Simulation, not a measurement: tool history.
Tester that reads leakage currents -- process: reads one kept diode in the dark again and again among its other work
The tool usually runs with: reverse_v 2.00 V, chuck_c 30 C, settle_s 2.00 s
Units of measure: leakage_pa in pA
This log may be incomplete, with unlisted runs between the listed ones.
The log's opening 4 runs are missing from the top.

Run 5, hour 146.0: usual settings. Result: leakage_pa 67.40 pA.
Run 6, hour 175.6: usual settings but reverse_v 1.23 V. Result: leakage_pa 56.96 pA.
Run 7, hour 205.3: usual settings but reverse_v 1.23 V. Result: leakage_pa 57.42 pA.
Run 8, hour 246.8: usual settings but reverse_v 1.23 V. Result: leakage_pa 57.61 pA.
Run 9, hour 304.8: usual settings but settle_s 0.85 s. Result: leakage_pa 69.24 pA.
Run 10, hour 356.5: usual settings but settle_s 0.85 s. Result: leakage_pa 69.86 pA.
Run 11, hour 390.1: usual settings but settle_s 0.85 s. Result: leakage_pa 70.20 pA.
Run 12, hour 432.5: usual settings but chuck_c 34 C. Result: leakage_pa 100.68 pA.
Run 13, hour 475.9: usual settings but chuck_c 34 C. Result: leakage_pa 101.00 pA.
Run 14, hour 508.0: usual settings but chuck_c 34 C. Result: leakage_pa 101.23 pA.
Run 15, hour 572.1: usual settings but chuck_c 34 C. Result: leakage_pa 101.81 pA.
Run 16, hour 623.3: usual settings but chuck_c 34 C. Result: leakage_pa 102.71 pA.
At hour 629.6: chuck's temperature calibrated.
Run 17, hour 669.9: usual settings but settle_s 3.11 s. Result: leakage_pa 77.30 pA.
Run 18, hour 705.5: usual settings but reverse_v 5.11 V, settle_s 3.11 s. Result: leakage_pa 109.65 pA.
Run 19, hour 769.4: usual settings but reverse_v 5.11 V, settle_s 3.11 s. Result: leakage_pa 110.86 pA.
Run 20, hour 801.1: usual settings. Result: leakage_pa 78.51 pA.
At hour 819.6: chuck's temperature calibrated, once more.
Run 21, hour 833.5: usual settings but reverse_v 6.44 V, chuck_c 21 C, settle_s 1.71 s. Result: leakage_pa 45.03 pA.
Run 22, hour 880.1: usual settings but reverse_v 6.44 V, chuck_c 21 C, settle_s 1.71 s. Result: leakage_pa 45.43 pA.
Run 23, hour 907.9: usual settings but reverse_v 2.80 V. Result: leakage_pa 73.20 pA.
Run 24, hour 971.8: usual settings but settle_s 1.02 s. Result: leakage_pa 65.14 pA.

Predict the results of run 25:
Run 25, hour 1036.9: usual settings but settle_s 3.13 s. Result: leakage_pa ?.

leakage_pa: 65.99 pA
Were there no unlogged condition in the tool, this run, its random variation unchanged, would have produced leakage_pa 63.87 pA.

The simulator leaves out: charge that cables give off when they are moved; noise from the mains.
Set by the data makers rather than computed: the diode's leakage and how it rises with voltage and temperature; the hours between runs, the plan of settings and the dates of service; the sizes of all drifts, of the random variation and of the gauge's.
